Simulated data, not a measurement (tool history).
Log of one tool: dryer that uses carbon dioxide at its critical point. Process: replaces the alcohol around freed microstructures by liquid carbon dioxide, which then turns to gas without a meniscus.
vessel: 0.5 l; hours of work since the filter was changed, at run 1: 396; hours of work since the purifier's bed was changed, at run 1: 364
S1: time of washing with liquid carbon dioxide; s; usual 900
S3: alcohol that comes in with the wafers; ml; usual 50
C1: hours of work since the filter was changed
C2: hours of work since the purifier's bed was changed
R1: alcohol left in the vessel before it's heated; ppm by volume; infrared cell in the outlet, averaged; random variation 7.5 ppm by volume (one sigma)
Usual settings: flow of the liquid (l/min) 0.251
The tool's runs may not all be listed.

Run 1, day 0.000: usual settings; C1 396; C2 364. Result: R1 572 ppm by volume.
Run 2, day 1.025: usual settings but S1 720 s; C1 410; C2 378. Result: R1 1621 ppm by volume.
Run 3, day 1.983: usual settings but S1 720 s; C1 422; C2 390. Result: R1 1562 ppm by volume.
Run 4, day 2.542: usual settings; C1 430; C2 398. Result: R1 576 ppm by volume.
At day 2.788: inlet filter changed.
Run 5, day 3.612: usual settings; C1 11; C2 411. Result: R1 406 ppm by volume.
Run 6, day 4.200: usual settings but S3 77 ml; C1 19; C2 419. Result: R1 620 ppm by volume.
Run 7, day 5.067: usual settings but S3 77 ml; C1 30; C2 430. Result: R1 624 ppm by volume.
Run 8, day 5.704: usual settings; C1 38; C2 439. Result: R1 403 ppm by volume.
Run 9, day 6.625: usual settings; C1 51; C2 451. Result: R1 412 ppm by volume.
Run 10, day 7.721: usual settings; C1 65; C2 465. Result: R1 420 ppm by volume.
Run 11, day 8.204: usual settings; C1 71; C2 471. Result: R1 424 ppm by volume.
Run 12, day 9.046: usual settings but flow of the liquid (l/min) 0.343; C1 82; C2 483. Result: R1 86 ppm by volume.
Run 13, day 10.117: usual settings but flow of the liquid (l/min) 0.288; C1 97; C2 497. Result: R1 207 ppm by volume.
Run 14, day 11.146: usual settings but flow of the liquid (l/min) 0.288; C1 110; C2 510. Result: R1 217 ppm by volume.
Run 15, day 12.096: usual settings but flow of the liquid (l/min) 0.288; C1 123; C2 523. Result: R1 211 ppm by volume.
Run 16, day 12.838: usual settings but flow of the liquid (l/min) 0.288; C1 132; C2 533. Result: R1 229 ppm by volume.
Run 17, day 13.496: usual settings; C1 141; C2 541. Result: R1 472 ppm by volume.
Run 18, day 14.512: usual settings; C1 154; C2 555. Result: R1 445 ppm by volume.
Run 19, day 15.179: usual settings; C1 163; C2 563. Result: R1 477 ppm by volume.
Run 20, day 15.792: usual settings; C1 171; C2 571. Result: R1 472 ppm by volume.
Run 21, day 16.308: usual settings; C1 178; C2 578. Result: R1 472 ppm by volume.
Run 22, day 17.288: usual settings but S1 1380 s; C1 191; C2 591. Result: R1 54 ppm by volume.
Run 23, day 18.158: usual settings; C1 202; C2 603. Result: R1 491 ppm by volume.
Run 24, day 18.617: usual settings but S3 115 ml; C1 208; C2 609. Result: R1 1115 ppm by volume.
Run 25, day 19.238: usual settings but flow of the liquid (l/min) 0.394, S3 46 ml; C1 217; C2 617. Result: R1 60 ppm by volume.
Run 26, day 20.221: usual settings but flow of the liquid (l/min) 0.394, S3 46 ml; C1 230; C2 630. Result: R1 51 ppm by volume.
Run 27, day 21.279: usual settings but flow of the liquid (l/min) 0.394, S3 25 ml; C1 244; C2 644. Result: R1 49 ppm by volume.
Run 28, day 21.888: usual settings but S1 780 s, flow of the liquid (l/min) 0.223, S3 24 ml; C1 252; C2 652. Result: R1 818 ppm by volume.
Run 29, day 22.975: usual settings but S1 600 s, flow of the liquid (l/min) 0.395, S3 53 ml; C1 266; C2 666. Result: R1 444 ppm by volume.
Run 30, day 23.854: usual settings but S1 600 s, flow of the liquid (l/min) 0.395, S3 53 ml; C1 277; C2 678. Result: R1 454 ppm by volume.
Run 31, day 24.829: usual settings but S1 1020 s, flow of the liquid (l/min) 0.289, S3 39 ml; C1 290; C2 690. Result: R1 118 ppm by volume.
Run 32, day 25.400: usual settings but S1 1020 s, flow of the liquid (l/min) 0.289, S3 39 ml; C1 298; C2 698. Result: R1 118 ppm by volume.
Run 33, day 26.433: usual settings but flow of the liquid (l/min) 0.299, S3 53 ml; C1 311; C2 711. Result: R1 238 ppm by volume.
Run 34, day 26.896: usual settings but flow of the liquid (l/min) 0.214, S3 22 ml; C1 317; C2 718. Result: R1 510 ppm by volume.
Run 35, day 27.829: usual settings but flow of the liquid (l/min) 0.214, S3 22 ml; C1 330; C2 730. Result: R1 516 ppm by volume.
Run 36, day 28.700: usual settings but flow of the liquid (l/min) 0.214, S3 22 ml; C1 341; C2 741. Result: R1 513 ppm by volume.
Run 37, day 29.558: usual settings but S1 960 s, flow of the liquid (l/min) 0.374, S3 57 ml; C1 353; C2 753. Result: R1 65 ppm by volume.
Run 38, day 30.550: usual settings but flow of the liquid (l/min) 0.426, S3 49 ml; C1 366; C2 766. Result: R1 61 ppm by volume.
Run 39, day 31.012: usual settings but flow of the liquid (l/min) 0.236, S3 58 ml; C1 372; C2 772. Result: R1 863 ppm by volume.
Run 40, day 31.838: usual settings but S1 1020 s, flow of the liquid (l/min) 0.236, S3 36 ml; C1 383; C2 783. Result: R1 315 ppm by volume.
Run 41, day 32.812: usual settings but S1 1020 s, flow of the liquid (l/min) 0.236, S3 36 ml; C1 395; C2 796. Result: R1 301 ppm by volume.
Run 42, day 33.396: usual settings but flow of the liquid (l/min) 0.203; C1 403; C2 803. Result: R1 1496 ppm by volume.
Run 43, day 34.421: usual settings but flow of the liquid (l/min) 0.242, S3 116 ml; C1 417; C2 817. Result: R1 1552 ppm by volume.
Run 44, day 34.938: usual settings but flow of the liquid (l/min) 0.242, S3 116 ml; C1 423; C2 824. Result: R1 1548 ppm by volume.
Run 45, day 35.438: usual settings but S1 1020 s, flow of the liquid (l/min) 0.205, S3 116 ml; C1 430; C2 830. Result: R1 1869 ppm by volume.
At day 35.675: inlet filter changed.
Run 46, day 35.938: usual settings but S1 600 s, flow of the liquid (l/min) 0.270; C1 3; C2 836. Result: R1 1862 ppm by volume.
Run 47, day 36.796: usual settings but S1 660 s, flow of the liquid (l/min) 0.257, S3 28 ml; C1 15; C2 847. Result: R1 909 ppm by volume.

Some steps in R1 between neighbouring runs. How much of each would the tool show without its hidden state too (settings, what came in, random variation), and how much is left for the hidden state, with any gauge scatter that isn't in both results?
The hidden state here: flow that reaches the vessel past the clogged filter, %; alcohol in the recycled carbon dioxide, ppm; drift of the gauge itself on alcohol_ppm, %.
Run 1 -> 2: S1 900 -> 720. R1 +1049 ppm by volume: hidden state +270, all else +779.
Run 24 -> 25: flow of the liquid (l/min) 0.251 -> 0.394, S3 115 -> 46. R1 -1055 ppm by volume: hidden state -212, all else -843.
Run 41 -> 42: S1 1020 -> 900, flow of the liquid (l/min) 0.236 -> 0.203, S3 36 -> 50. R1 +1195 ppm by volume: hidden state +316, all else +879.
Run 45 -> 46: S1 1020 -> 600, flow of the liquid (l/min) 0.205 -> 0.270, S3 116 -> 50, inlet filter changed. R1 -7 ppm by volume: hidden state -553, all else +546.
